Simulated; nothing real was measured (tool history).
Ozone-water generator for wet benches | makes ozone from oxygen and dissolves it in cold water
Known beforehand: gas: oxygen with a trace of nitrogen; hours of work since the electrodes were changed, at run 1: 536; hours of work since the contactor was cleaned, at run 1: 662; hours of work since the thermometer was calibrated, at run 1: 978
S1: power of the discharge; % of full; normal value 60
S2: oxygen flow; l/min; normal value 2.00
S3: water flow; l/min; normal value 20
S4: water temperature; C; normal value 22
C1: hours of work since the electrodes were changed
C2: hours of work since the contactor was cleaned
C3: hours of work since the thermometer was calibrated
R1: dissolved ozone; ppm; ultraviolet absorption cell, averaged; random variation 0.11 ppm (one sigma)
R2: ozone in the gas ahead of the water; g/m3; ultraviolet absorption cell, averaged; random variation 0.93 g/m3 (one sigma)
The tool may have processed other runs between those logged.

run     day   S1    S2  S3  S4    C1   C2    C3    R1     R2
  1   0.000   60  2.00  20  22   536  662   978   8.5  155.8
  2   1.288   60  2.00  20  22   557  684  1000   8.3  156.8
  3   2.400   60  2.00  18  22   576  702  1018   9.0  154.2
  4   3.746   60  2.00  18  22   598  724  1040   9.3  155.2
  5   4.525   60  1.98  20  22   611  737  1053   8.3  155.3
  6   5.458   60  1.98  20  22   626  753  1069   8.3  156.4
  7   6.167   60  2.00  14  22   638  764  1080  11.0  155.9
  8   7.396   60  1.18  20  22   658  785  1101   6.6  192.3
  9   8.338   60  2.00  20  27   674  800  1116   8.0  154.3
 10   9.188   60  2.00  20  27   688  814  1130   7.8  156.4
 11   9.996   60  2.00  20  22   701  828  1144   8.3  156.1
 12  11.129   60  2.00  20  22   720  846  1162   8.4  155.5
 13  11.888   60  2.00  20  22   733  859  1175   8.3  155.8
 14  12.929   60  2.00  20  22   750  876  1192   8.2  154.6
 15  13.912   60  2.00  20  22   766  892  1208   8.1  154.1
 16  14.917   60  2.00  20  22   783  909  1225   8.2  155.1
 17  15.867   60  2.00  20  22   798  925  1241   8.3  154.7
 18  16.904  100  1.77  30  15   816  942  1258   8.4  245.4
 19  17.538   65  2.00  20  27   826  953  1268   8.3  164.5
 20  18.292   65  2.00  20  27   839  965  1281   8.3  164.6
 21  19.283   60  2.00  17  22   855  981  1297   9.4  157.1
     19.567  -- contactor cleaned
 22  20.312   66  2.00  20  25   869   12  1312   8.6  167.5
 23  21.388   46  2.00  22  25   887   30  1329   5.9  124.3
 24  22.712   46  2.00  22  25   909   52  1351   6.0  125.2
 25  23.733   92  3.06  14  23   926   69  1368  17.1  182.7
     24.171  -- contactor cleaned, once more
 26  24.592   92  3.06  14  23   937    7  1380  16.9  182.6
 27  25.446   60  1.47  20  18   951   21  1394   7.5  173.3
 28  26.050   93  1.47  18  18   961   31  1404  11.8  247.9
 29  26.721   93  1.47  18  18   973   42  1415  11.9  249.1
 30  27.321   93  1.47  18  18   982   52  1425  12.0  244.7
 31  28.250   47  1.61  24  17   998   68  1440   5.3  137.6
 32  29.458   65  1.61  14  17  1018   88  1460  11.5  178.9
 33  30.833   65  1.61  17  20  1041  110  1483   9.7  178.8
 34  31.433   59  2.00  20  23  1050  120  1493   8.1  152.4

Some steps in R1 between neighbouring runs. How much of each would the tool show without its hidden state too (settings, what came in, random variation), and how much is left for the hidden state, with any gauge scatter that isn't in both results?
Hidden state present: yield of the discharge, % of new electrodes'; contactor's efficiency, % of a clean one's; true water temperature over the reading, C; drift of the gauge itself on ozone_ppm, %; drift of the gauge itself on gas_g_m3, %.
Run 24 -> 25: S1 46 -> 92, S2 2.00 -> 3.06, S3 22 -> 14, S4 25 -> 23. R1 +11.1 ppm: hidden state -0.5, all else +11.6.
Run 26 -> 27: S1 92 -> 60, S2 3.06 -> 1.47, S3 14 -> 20, S4 23 -> 18. R1 -9.4 ppm: hidden state +0.3, all else -9.7.
Run 30 -> 31: S1 93 -> 47, S2 1.47 -> 1.61, S3 18 -> 24, S4 18 -> 17. R1 -6.7 ppm: hidden state +0.3, all else -7.0.
